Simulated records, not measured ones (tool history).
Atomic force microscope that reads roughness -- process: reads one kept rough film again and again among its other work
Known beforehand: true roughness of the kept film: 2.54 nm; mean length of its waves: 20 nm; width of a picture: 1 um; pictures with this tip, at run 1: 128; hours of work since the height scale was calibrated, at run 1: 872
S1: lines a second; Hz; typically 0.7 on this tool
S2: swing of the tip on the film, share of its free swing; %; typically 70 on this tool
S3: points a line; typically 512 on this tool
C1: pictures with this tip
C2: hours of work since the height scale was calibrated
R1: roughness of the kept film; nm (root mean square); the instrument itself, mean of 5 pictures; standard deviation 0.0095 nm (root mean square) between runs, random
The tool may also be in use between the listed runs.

| run | hour | S1 | S2 | S3 | C1 | C2 | R1 |
|---|---|---|---|---|---|---|---|
| 1 | 0 | 0.7 | 70 | 512 | 128 | 872 | 1.614 |
|  | 27.2 | new tip fitted |
| 2 | 48.4 | 0.7 | 83 | 512 | 21 | 904 | 1.952 |
| 3 | 91.8 | 0.7 | 70 | 512 | 65 | 933 | 1.796 |
| 4 | 119 | 0.7 | 70 | 657 | 92 | 951 | 1.711 |
| 5 | 160.7 | 0.7 | 70 | 657 | 135 | 978 | 1.562 |
|  | 178.1 | new tip fitted |
| 6 | 204.7 | 0.7 | 70 | 657 | 27 | 1007 | 1.958 |
| 7 | 224.4 | 0.7 | 70 | 512 | 46 | 1020 | 1.849 |
| 8 | 262.9 | 0.7 | 70 | 512 | 86 | 1046 | 1.693 |
| 9 | 285.4 | 0.7 | 70 | 512 | 108 | 1061 | 1.618 |
|  | 290.2 | height scale calibrated on a step standard |
| 10 | 313.9 | 0.7 | 70 | 512 | 136 | 16 | 1.556 |
|  | 330.2 | new tip fitted |
| 11 | 352.2 | 1.021 | 70 | 512 | 22 | 41 | 1.999 |
| 12 | 371.6 | 1.021 | 70 | 512 | 42 | 54 | 1.866 |
| 13 | 403.5 | 1.021 | 70 | 512 | 74 | 75 | 1.737 |
| 14 | 431.8 | 1.61 | 62 | 512 | 103 | 94 | 1.638 |
| 15 | 465.7 | 1.61 | 62 | 731 | 137 | 116 | 1.53 |
|  | 481.6 | new tip fitted |
| 16 | 499.3 | 0.724 | 70 | 578 | 18 | 138 | 2.062 |
| 17 | 545.9 | 0.724 | 70 | 578 | 65 | 169 | 1.804 |
| 18 | 567.1 | 0.724 | 70 | 578 | 86 | 183 | 1.727 |
| 19 | 595 | 0.724 | 64 | 321 | 114 | 202 | 1.609 |
|  | 633.7 | new tip fitted |
| 20 | 633.7 | 1.473 | 64 | 322 | 0 | 227 | 2.086 |
| 21 | 672 | 1.473 | 64 | 322 | 39 | 253 | 1.903 |
| 22 | 714 | 1.093 | 58 | 790 | 81 | 281 | 1.788 |
| 23 | 746.8 | 1.528 | 70 | 512 | 114 | 302 | 1.577 |
| 24 | 778.7 | 1.528 | 70 | 512 | 147 | 324 | 1.482 |
|  | 785.4 | new tip fitted |
| 25 | 823.2 | 1.528 | 57 | 776 | 38 | 353 | 1.957 |

Below are 3 alternative next runs, each starting from the tool's condition after run 25. Predict each:
| A | 847.2 | 1.528 | 88 | 261 | 62 | 369 | ? |
| B | 847.2 | 1.088 | 77 | 284 | 62 | 369 | ? |
| C | 847.2 | 1.299 | 62 | 301 | 62 | 369 | ? |

| run | R1 |
|---|---|
| A | 1.539 |
| B | 1.717 |
| C | 1.797 |
Had the tool no hidden state, the same runs would have come out as:
| run | R1 |
|---|---|
| A | 1.814 |
| B | 2.024 |
| C | 2.118 |

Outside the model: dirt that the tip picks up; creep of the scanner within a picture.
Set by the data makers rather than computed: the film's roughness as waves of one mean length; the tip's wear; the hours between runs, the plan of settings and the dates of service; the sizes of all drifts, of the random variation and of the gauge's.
